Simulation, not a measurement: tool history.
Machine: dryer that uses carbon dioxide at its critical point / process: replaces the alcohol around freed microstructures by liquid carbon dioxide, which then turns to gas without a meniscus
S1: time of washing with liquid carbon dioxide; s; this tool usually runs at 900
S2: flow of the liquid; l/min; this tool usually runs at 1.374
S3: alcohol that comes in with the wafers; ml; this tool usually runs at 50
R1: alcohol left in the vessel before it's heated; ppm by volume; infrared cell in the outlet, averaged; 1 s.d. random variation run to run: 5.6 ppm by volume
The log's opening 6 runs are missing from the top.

-- day=12.012 inlet filter changed
run 7 day=12.608 | S1=900 S2=1.374 S3=50 | R1=202
run 8 day=15.262 | S1=900 S2=1.374 S3=50 | R1=218
run 9 day=17.975 | S1=900 S2=1.374 S3=50 | R1=222
run 10 day=20.175 | S1=900 S2=1.374 S3=50 | R1=236
run 11 day=22.200 | S1=900 S2=1.374 S3=50 | R1=251
run 12 day=23.942 | S1=900 S2=1.374 S3=48 | R1=262
run 13 day=26.179 | S1=900 S2=2.110 S3=50 | R1=67
run 14 day=27.583 | S1=900 S2=2.110 S3=50 | R1=68
run 15 day=29.362 | S1=900 S2=2.110 S3=50 | R1=78
run 16 day=30.629 | S1=900 S2=2.110 S3=50 | R1=77
run 17 day=32.221 | S1=900 S2=2.110 S3=50 | R1=71
run 18 day=34.996 | S1=900 S2=2.110 S3=50 | R1=85
run 19 day=37.704 | S1=900 S2=2.110 S3=50 | R1=95
run 20 day=40.342 | S1=900 S2=1.374 S3=50 | R1=389
-- day=41.071 inlet filter changed
run 21 day=42.883 | S1=900 S2=1.374 S3=50 | R1=242
run 22 day=44.929 | S1=900 S2=1.374 S3=50 | R1=249
run 23 day=47.042 | S1=900 S2=1.374 S3=50 | R1=270
run 24 day=48.771 | S1=900 S2=1.374 S3=50 | R1=274
run 25 day=50.154 | S1=900 S2=1.374 S3=50 | R1=279
run 26 day=52.750 | S1=900 S2=1.630 S3=22 | R1=124
run 27 day=54.521 | S1=600 S2=1.430 S3=50 | R1=862
run 28 day=56.838 | S1=1260 S2=1.374 S3=85 | R1=167

Run 29 comes next. What will it give?
run 29 day=58.183 | S1=780 S2=1.374 S3=85 | R1=?

{"run 29": {"R1": 793}}
On a tool with no hidden condition, and with the same random variation, this run would have come out at R1 495 ppm by volume.
